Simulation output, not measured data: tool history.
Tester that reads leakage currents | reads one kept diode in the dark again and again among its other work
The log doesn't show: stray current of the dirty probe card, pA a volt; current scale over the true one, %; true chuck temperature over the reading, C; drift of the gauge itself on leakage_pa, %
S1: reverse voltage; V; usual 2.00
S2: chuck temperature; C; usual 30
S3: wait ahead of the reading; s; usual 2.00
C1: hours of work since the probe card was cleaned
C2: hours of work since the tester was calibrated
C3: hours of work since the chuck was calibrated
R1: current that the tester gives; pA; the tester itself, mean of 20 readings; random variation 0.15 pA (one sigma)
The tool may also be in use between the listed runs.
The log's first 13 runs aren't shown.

run 14 hour=2300.3 | S1=2.00 S2=30 S3=1.35 | C1=2172 C2=2835 C3=1585 | R1=48.95
run 15 hour=2555.7 | S1=2.00 S2=30 S3=2.00 | C1=2359 C2=3021 C3=1771 | R1=48.68
run 16 hour=2794.0 | S1=2.00 S2=30 S3=2.00 | C1=2533 C2=3195 C3=1945 | R1=48.63
run 17 hour=3039.9 | S1=2.00 S2=28 S3=2.00 | C1=2712 C2=3375 C3=2125 | R1=41.92
run 18 hour=3247.6 | S1=2.00 S2=30 S3=2.40 | C1=2864 C2=3526 C3=2277 | R1=48.80
-- hour=3390.9 chuck's temperature calibrated
run 19 hour=3517.1 | S1=2.00 S2=30 S3=2.00 | C1=3059 C2=3722 C3=92 | R1=48.66
-- hour=3748.5 probe card cleaned and baked
run 20 hour=3772.9 | S1=2.00 S2=30 S3=2.00 | C1=18 C2=3906 C3=277 | R1=48.72
run 21 hour=3967.1 | S1=10.15 S2=30 S3=2.00 | C1=160 C2=4048 C3=418 | R1=91.24
run 22 hour=4105.4 | S1=6.11 S2=23 S3=1.61 | C1=261 C2=4149 C3=519 | R1=44.45
run 23 hour=4282.2 | S1=11.54 S2=54 S3=0.53 | C1=390 C2=4278 C3=649 | R1=504.76
run 24 hour=4504.3 | S1=11.54 S2=54 S3=0.59 | C1=552 C2=4440 C3=811 | R1=503.81
run 25 hour=4621.0 | S1=11.54 S2=54 S3=0.59 | C1=637 C2=4525 C3=896 | R1=506.91
run 26 hour=4761.3 | S1=7.02 S2=21 S3=2.00 | C1=739 C2=4628 C3=998 | R1=40.24
run 27 hour=5008.8 | S1=1.72 S2=41 S3=2.00 | C1=920 C2=4809 C3=1179 | R1=100.99
run 28 hour=5126.0 | S1=2.00 S2=57 S3=2.00 | C1=1006 C2=4894 C3=1265 | R1=310.23
run 29 hour=5397.2 | S1=7.39 S2=50 S3=3.72 | C1=1204 C2=5092 C3=1463 | R1=323.55
run 30 hour=5628.1 | S1=5.28 S2=39 S3=3.72 | C1=1372 C2=5261 C3=1631 | R1=135.26
run 31 hour=5821.4 | S1=5.28 S2=39 S3=3.72 | C1=1513 C2=5402 C3=1772 | R1=135.03

The next listed run, before its measurement:
run 32 hour=6084.6 | S1=5.28 S2=39 S3=3.72 | C1=1706 C2=5594 C3=1964 | R1=?

Run 32 gave R1 135.16 pA.
Without the tool's hidden state the same run would have given R1 135.16 pA.
